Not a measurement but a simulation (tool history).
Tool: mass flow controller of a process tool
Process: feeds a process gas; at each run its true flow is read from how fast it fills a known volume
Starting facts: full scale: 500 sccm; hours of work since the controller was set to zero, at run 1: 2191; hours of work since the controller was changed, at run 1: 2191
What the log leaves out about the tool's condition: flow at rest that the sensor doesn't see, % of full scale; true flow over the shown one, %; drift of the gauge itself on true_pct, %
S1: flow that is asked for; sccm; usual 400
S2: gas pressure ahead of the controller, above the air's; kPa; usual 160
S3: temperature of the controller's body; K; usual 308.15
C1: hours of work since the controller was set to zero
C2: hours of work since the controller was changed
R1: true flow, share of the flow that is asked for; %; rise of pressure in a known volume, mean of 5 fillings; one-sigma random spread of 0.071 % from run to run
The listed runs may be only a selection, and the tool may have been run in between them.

{"run": 1, "hour": 0.0, "S1": 400, "S2": 160, "S3": 308.15, "C1": 2191, "C2": 2191, "R1": 102.13}
{"run": 2, "hour": 99.3, "S1": 400, "S2": 160, "S3": 308.15, "C1": 2260, "C2": 2260, "R1": 102.12}
{"run": 3, "hour": 228.5, "S1": 400, "S2": 160, "S3": 311.15, "C1": 2350, "C2": 2350, "R1": 102.32}
{"run": 4, "hour": 363.7, "S1": 400, "S2": 160, "S3": 311.15, "C1": 2443, "C2": 2443, "R1": 102.23}
{"run": 5, "hour": 475.0, "S1": 400, "S2": 160, "S3": 311.15, "C1": 2521, "C2": 2521, "R1": 102.29}
{"run": 6, "hour": 602.9, "S1": 499, "S2": 160, "S3": 311.15, "C1": 2610, "C2": 2610, "R1": 102.62}
{"run": 7, "hour": 669.4, "S1": 400, "S2": 160, "S3": 308.15, "C1": 2656, "C2": 2656, "R1": 102.33}
{"run": 8, "hour": 799.1, "S1": 400, "S2": 160, "S3": 308.15, "C1": 2746, "C2": 2746, "R1": 102.29}
{"run": 9, "hour": 910.4, "S1": 400, "S2": 160, "S3": 308.15, "C1": 2823, "C2": 2823, "R1": 102.39}
{"run": 10, "hour": 999.9, "S1": 400, "S2": 160, "S3": 308.15, "C1": 2885, "C2": 2885, "R1": 102.39}
{"run": 11, "hour": 1134.0, "S1": 400, "S2": 160, "S3": 308.15, "C1": 2978, "C2": 2978, "R1": 102.4}
{"run": 12, "hour": 1240.1, "S1": 400, "S2": 160, "S3": 308.15, "C1": 3052, "C2": 3052, "R1": 102.42}
{"run": 13, "hour": 1352.5, "S1": 117, "S2": 160, "S3": 308.15, "C1": 3130, "C2": 3130, "R1": 103.2}
{"run": 14, "hour": 1468.1, "S1": 117, "S2": 160, "S3": 308.15, "C1": 3210, "C2": 3210, "R1": 103.05}
{"run": 15, "hour": 1527.1, "S1": 117, "S2": 160, "S3": 308.15, "C1": 3251, "C2": 3251, "R1": 103.16}
{"run": 16, "hour": 1597.6, "S1": 117, "S2": 160, "S3": 312.15, "C1": 3300, "C2": 3300, "R1": 103.59}
{"run": 17, "hour": 1653.9, "S1": 117, "S2": 160, "S3": 312.15, "C1": 3339, "C2": 3339, "R1": 103.49}
{"run": 18, "hour": 1768.2, "S1": 117, "S2": 160, "S3": 312.15, "C1": 3419, "C2": 3419, "R1": 103.62}
{"run": 19, "hour": 1838.1, "S1": 400, "S2": 160, "S3": 308.15, "C1": 3467, "C2": 3467, "R1": 102.77}
{"run": 20, "hour": 1921.4, "S1": 400, "S2": 273, "S3": 308.15, "C1": 3525, "C2": 3525, "R1": 102}
{"run": 21, "hour": 2006.3, "S1": 232, "S2": 273, "S3": 308.15, "C1": 3584, "C2": 3584, "R1": 102.07}
{"run": 22, "hour": 2132.9, "S1": 400, "S2": 242, "S3": 308.15, "C1": 3672, "C2": 3672, "R1": 102.15}
{"run": 23, "hour": 2193.4, "S1": 400, "S2": 160, "S3": 308.15, "C1": 3714, "C2": 3714, "R1": 102.81}
{"run": 24, "hour": 2283.6, "S1": 400, "S2": 160, "S3": 308.15, "C1": 3777, "C2": 3777, "R1": 102.93}
{"run": 25, "hour": 2373.7, "S1": 387, "S2": 156, "S3": 301.15, "C1": 3839, "C2": 3839, "R1": 102.39}
{"run": 26, "hour": 2432.2, "S1": 227, "S2": 160, "S3": 308.15, "C1": 3880, "C2": 3880, "R1": 102.96}
{"run": 27, "hour": 2558.3, "S1": 258, "S2": 160, "S3": 302.15, "C1": 3968, "C2": 3968, "R1": 102.54}
{"run": 28, "hour": 2673.1, "S1": 258, "S2": 160, "S3": 302.15, "C1": 4047, "C2": 4047, "R1": 102.6}
{"run": 29, "hour": 2794.2, "S1": 113, "S2": 263, "S3": 301.15, "C1": 4131, "C2": 4131, "R1": 102.8}
{"run": 30, "hour": 2852.7, "S1": 62, "S2": 229, "S3": 312.15, "C1": 4172, "C2": 4172, "R1": 105.76}
{"run": 31, "hour": 2970.5, "S1": 62, "S2": 229, "S3": 312.15, "C1": 4254, "C2": 4254, "R1": 105.84}
{"run": 32, "hour": 3025.7, "S1": 77, "S2": 160, "S3": 302.15, "C1": 4292, "C2": 4292, "R1": 104.95}
{"run": 33, "hour": 3107.0, "S1": 165, "S2": 195, "S3": 305.15, "C1": 4349, "C2": 4349, "R1": 103.18}
{"run": 34, "hour": 3228.9, "S1": 66, "S2": 172, "S3": 296.15, "C1": 4433, "C2": 4433, "R1": 105.33}
{"run": 35, "hour": 3350.7, "S1": 469, "S2": 160, "S3": 298.15, "C1": 4518, "C2": 4518, "R1": 102.56}
{"run": 36, "hour": 3423.7, "S1": 303, "S2": 219, "S3": 304.15, "C1": 4569, "C2": 4569, "R1": 102.76}
{"run": 37, "hour": 3494.9, "S1": 384, "S2": 263, "S3": 304.15, "C1": 4618, "C2": 4618, "R1": 102.34}
{"run": 38, "hour": 3619.9, "S1": 62, "S2": 221, "S3": 300.15, "C1": 4705, "C2": 4705, "R1": 106.06}
{"run": 39, "hour": 3754.4, "S1": 62, "S2": 221, "S3": 300.15, "C1": 4798, "C2": 4798, "R1": 106.01}
{"run": 40, "hour": 3818.1, "S1": 248, "S2": 230, "S3": 303.15, "C1": 4842, "C2": 4842, "R1": 102.63}
{"run": 41, "hour": 3927.8, "S1": 248, "S2": 230, "S3": 303.15, "C1": 4919, "C2": 4919, "R1": 102.79}
{"run": 42, "hour": 4020.0, "S1": 142, "S2": 142, "S3": 303.15, "C1": 4983, "C2": 4983, "R1": 103.96}
{"run": 43, "hour": 4109.4, "S1": 400, "S2": 240, "S3": 311.15, "C1": 5045, "C2": 5045, "R1": 103.16}
{"run": 44, "hour": 4193.1, "S1": 374, "S2": 212, "S3": 293.15, "C1": 5103, "C2": 5103, "R1": 102.03}
{"run": 45, "hour": 4277.8, "S1": 51, "S2": 157, "S3": 297.15, "C1": 5162, "C2": 5162, "R1": 108.12}
{"run": 46, "hour": 4343.3, "S1": 81, "S2": 142, "S3": 297.15, "C1": 5207, "C2": 5207, "R1": 105.58}
{"run": 47, "hour": 4419.3, "S1": 65, "S2": 162, "S3": 312.15, "C1": 5260, "C2": 5260, "R1": 107.77}
{"run": 48, "hour": 4506.8, "S1": 412, "S2": 173, "S3": 297.15, "C1": 5321, "C2": 5321, "R1": 102.83}

Per-run results on a tool with no hidden state, each run keeping its own random variation:
run=1 R1=100.86
run=2 R1=100.8
run=3 R1=100.96
run=4 R1=100.82
run=5 R1=100.84
run=6 R1=101.21
run=7 R1=100.81
run=8 R1=100.72
run=9 R1=100.77
run=10 R1=100.75
run=11 R1=100.7
run=12 R1=100.68
run=13 R1=100.08
run=14 R1=99.86
run=15 R1=99.93
run=16 R1=100.31
run=17 R1=100.17
run=18 R1=100.23
run=19 R1=100.82
run=20 R1=100.02
run=21 R1=99.59
run=22 R1=100.09
run=23 R1=100.72
run=24 R1=100.81
run=25 R1=100.21
run=26 R1=100.26
run=27 R1=99.93
run=28 R1=99.94
run=29 R1=98.63
run=30 R1=99.43
run=31 R1=99.37
run=32 R1=99.37
run=33 R1=99.65
run=34 R1=98.9
run=35 R1=100.15
run=36 R1=99.95
run=37 R1=99.72
run=38 R1=98.9
run=39 R1=98.73
run=40 R1=99.4
run=41 R1=99.51
run=42 R1=99.59
run=43 R1=100.35
run=44 R1=99.13
run=45 R1=99.01
run=46 R1=99.06
run=47 R1=100.05
run=48 R1=99.9

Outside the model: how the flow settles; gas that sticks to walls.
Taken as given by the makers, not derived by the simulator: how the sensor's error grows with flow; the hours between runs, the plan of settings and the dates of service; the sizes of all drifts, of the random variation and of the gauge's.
